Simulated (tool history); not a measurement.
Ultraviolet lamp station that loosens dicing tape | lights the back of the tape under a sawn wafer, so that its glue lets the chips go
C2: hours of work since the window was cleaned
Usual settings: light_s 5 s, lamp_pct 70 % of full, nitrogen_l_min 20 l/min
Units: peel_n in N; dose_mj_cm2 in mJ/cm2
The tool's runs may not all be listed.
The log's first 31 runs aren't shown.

run 32 hour=1529.2 | light_s=3 lamp_pct=70 nitrogen_l_min=7 | hours_of_work_of_the_lamp=76 C2=467 | peel_n=2.721 dose_mj_cm2=124
run 33 hour=1569.6 | light_s=3 lamp_pct=84 nitrogen_l_min=7 | hours_of_work_of_the_lamp=108 C2=499 | peel_n=2.302 dose_mj_cm2=148
run 34 hour=1625.4 | light_s=3 lamp_pct=84 nitrogen_l_min=7 | hours_of_work_of_the_lamp=153 C2=544 | peel_n=2.349 dose_mj_cm2=141
run 35 hour=1683.2 | light_s=5 lamp_pct=63 nitrogen_l_min=20 | hours_of_work_of_the_lamp=199 C2=590 | peel_n=0.969 dose_mj_cm2=169
run 36 hour=1757.3 | light_s=4 lamp_pct=76 nitrogen_l_min=20 | hours_of_work_of_the_lamp=258 C2=649 | peel_n=1.126 dose_mj_cm2=159
-- hour=1784 window cleaned of glue's vapour
run 37 hour=1790.4 | light_s=4 lamp_pct=76 nitrogen_l_min=17 | hours_of_work_of_the_lamp=284 C2=5 | peel_n=1.008 dose_mj_cm2=184
run 38 hour=1842.3 | light_s=5 lamp_pct=76 nitrogen_l_min=29 | hours_of_work_of_the_lamp=325 C2=46 | peel_n=0.447 dose_mj_cm2=223
run 39 hour=1878.3 | light_s=4 lamp_pct=77 nitrogen_l_min=21 | hours_of_work_of_the_lamp=354 C2=75 | peel_n=0.856 dose_mj_cm2=180
run 40 hour=1919.3 | light_s=5 lamp_pct=63 nitrogen_l_min=14 | hours_of_work_of_the_lamp=386 C2=108 | peel_n=1.147 dose_mj_cm2=179
run 41 hour=1993.5 | light_s=5 lamp_pct=63 nitrogen_l_min=14 | hours_of_work_of_the_lamp=445 C2=167 | peel_n=1.259 dose_mj_cm2=174

5 ways to go on from here, each from the tool as it stands after run 41. What would each give?
run A hour=2048.5 | light_s=6 lamp_pct=99 nitrogen_l_min=14 | hours_of_work_of_the_lamp=489 C2=211 | peel_n=? dose_mj_cm2=?
run B hour=2048.5 | light_s=5 lamp_pct=70 nitrogen_l_min=7 | hours_of_work_of_the_lamp=489 C2=211 | peel_n=? dose_mj_cm2=?
run C hour=2048.5 | light_s=5 lamp_pct=66 nitrogen_l_min=14 | hours_of_work_of_the_lamp=489 C2=211 | peel_n=? dose_mj_cm2=?
run D hour=2048.5 | light_s=5 lamp_pct=70 nitrogen_l_min=20 | hours_of_work_of_the_lamp=489 C2=211 | peel_n=? dose_mj_cm2=?
run E hour=2048.5 | light_s=9 lamp_pct=70 nitrogen_l_min=6 | hours_of_work_of_the_lamp=489 C2=211 | peel_n=? dose_mj_cm2=?

run=A peel_n=0.377 dose_mj_cm2=319
run=B peel_n=1.728 dose_mj_cm2=183
run=C peel_n=1.207 dose_mj_cm2=175
run=D peel_n=0.815 dose_mj_cm2=187
run=E peel_n=0.684 dose_mj_cm2=335
Without the tool's hidden state the same runs would have given:
run=A peel_n=0.24 dose_mj_cm2=396
run=B peel_n=1.231 dose_mj_cm2=228
run=C peel_n=0.801 dose_mj_cm2=218
run=D peel_n=0.511 dose_mj_cm2=232
run=E peel_n=0.42 dose_mj_cm2=417
